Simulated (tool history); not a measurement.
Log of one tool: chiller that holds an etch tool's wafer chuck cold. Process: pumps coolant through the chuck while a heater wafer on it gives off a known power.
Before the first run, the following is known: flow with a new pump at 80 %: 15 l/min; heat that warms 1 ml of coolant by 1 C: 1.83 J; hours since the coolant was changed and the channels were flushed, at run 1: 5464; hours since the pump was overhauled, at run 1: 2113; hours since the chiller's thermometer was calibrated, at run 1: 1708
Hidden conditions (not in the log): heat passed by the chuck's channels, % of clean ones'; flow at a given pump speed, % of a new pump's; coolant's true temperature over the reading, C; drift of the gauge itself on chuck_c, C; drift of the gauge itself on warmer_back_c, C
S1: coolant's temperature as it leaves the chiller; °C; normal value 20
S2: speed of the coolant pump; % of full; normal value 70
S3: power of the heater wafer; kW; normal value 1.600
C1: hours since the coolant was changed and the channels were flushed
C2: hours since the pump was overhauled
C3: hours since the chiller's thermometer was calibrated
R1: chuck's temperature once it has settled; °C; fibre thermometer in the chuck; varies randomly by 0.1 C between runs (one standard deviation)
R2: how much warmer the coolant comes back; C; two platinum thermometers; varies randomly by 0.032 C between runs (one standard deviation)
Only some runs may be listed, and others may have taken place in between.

| run | hour | S1 | S2 | S3 | C1 | C2 | C3 | R1 | R2 |
|---|---|---|---|---|---|---|---|---|---|
| 1 | 0.0 | 20 | 70 | 1.600 | 5464 | 2113 | 1708 | 30.0 | 3.96 |
| 2 | 41.8 | 20 | 70 | 1.600 | 5506 | 2155 | 1749 | 29.8 | 3.99 |
| 3 | 97.9 | 20 | 70 | 1.600 | 5562 | 2211 | 1805 | 29.9 | 4.00 |
| 4 | 132.0 | 20 | 79 | 1.600 | 5596 | 2245 | 1840 | 29.3 | 3.45 |
| 5 | 161.3 | 20 | 79 | 1.958 | 5626 | 2275 | 1869 | 31.3 | 4.27 |
| 6 | 202.8 | 20 | 70 | 1.600 | 5667 | 2316 | 1910 | 30.0 | 3.96 |
| 7 | 236.9 | 20 | 70 | 2.167 | 5701 | 2350 | 1944 | 33.3 | 5.33 |
| 8 | 299.9 | 20 | 70 | 2.167 | 5764 | 2413 | 2007 | 33.4 | 5.35 |
| 9 | 327.9 | 13 | 70 | 1.600 | 5792 | 2441 | 2035 | 22.9 | 3.98 |
| 10 | 395.2 | 13 | 70 | 1.600 | 5859 | 2509 | 2103 | 22.8 | 3.94 |
| 11 | 438.7 | 14 | 70 | 1.259 | 5903 | 2552 | 2146 | 21.9 | 3.05 |
|  | 460.8 | coolant changed, channels flushed |
| 12 | 478.8 | 12 | 70 | 1.276 | 18 | 2586 | 2180 | 20.0 | 3.09 |
| 13 | 510.4 | 21 | 76 | 1.498 | 50 | 2618 | 2212 | 29.8 | 3.38 |
| 14 | 576.9 | 21 | 76 | 1.498 | 116 | 2684 | 2278 | 29.6 | 3.30 |
| 15 | 622.6 | 21 | 76 | 1.498 | 162 | 2730 | 2324 | 29.9 | 3.30 |
| 16 | 654.1 | 13 | 64 | 1.016 | 193 | 2762 | 2356 | 19.8 | 2.64 |
| 17 | 698.2 | 22 | 87 | 0.985 | 237 | 2806 | 2400 | 27.6 | 1.82 |
| 18 | 752.6 | 22 | 87 | 0.985 | 292 | 2860 | 2454 | 27.4 | 1.81 |
| 19 | 782.3 | 10 | 63 | 1.697 | 321 | 2890 | 2484 | 21.2 | 4.59 |
| 20 | 811.3 | 10 | 85 | 0.867 | 351 | 2919 | 2513 | 14.8 | 1.53 |

4 options for the next run, each taken on its own from the tool as it stands now. Forecast them:
| A | 863.6 | 20 | 68 | 1.217 | 403 | 2971 | 2565 | ? | ? |
| B | 863.6 | 23 | 97 | 1.772 | 403 | 2971 | 2565 | ? | ? |
| C | 863.6 | 22 | 62 | 1.472 | 403 | 2971 | 2565 | ? | ? |
| D | 863.6 | 11 | 85 | 0.948 | 403 | 2971 | 2565 | ? | ? |

| run | R1 | R2 |
|---|---|---|
| A | 27.6 | 2.92 |
| B | 32.0 | 2.99 |
| C | 31.7 | 3.96 |
| D | 16.3 | 1.75 |
With no hidden state in the tool, these same runs would have given:
| run | R1 | R2 |
|---|---|---|
| A | 27.6 | 3.12 |
| B | 32.0 | 3.19 |
| C | 31.7 | 4.16 |
| D | 16.2 | 1.95 |

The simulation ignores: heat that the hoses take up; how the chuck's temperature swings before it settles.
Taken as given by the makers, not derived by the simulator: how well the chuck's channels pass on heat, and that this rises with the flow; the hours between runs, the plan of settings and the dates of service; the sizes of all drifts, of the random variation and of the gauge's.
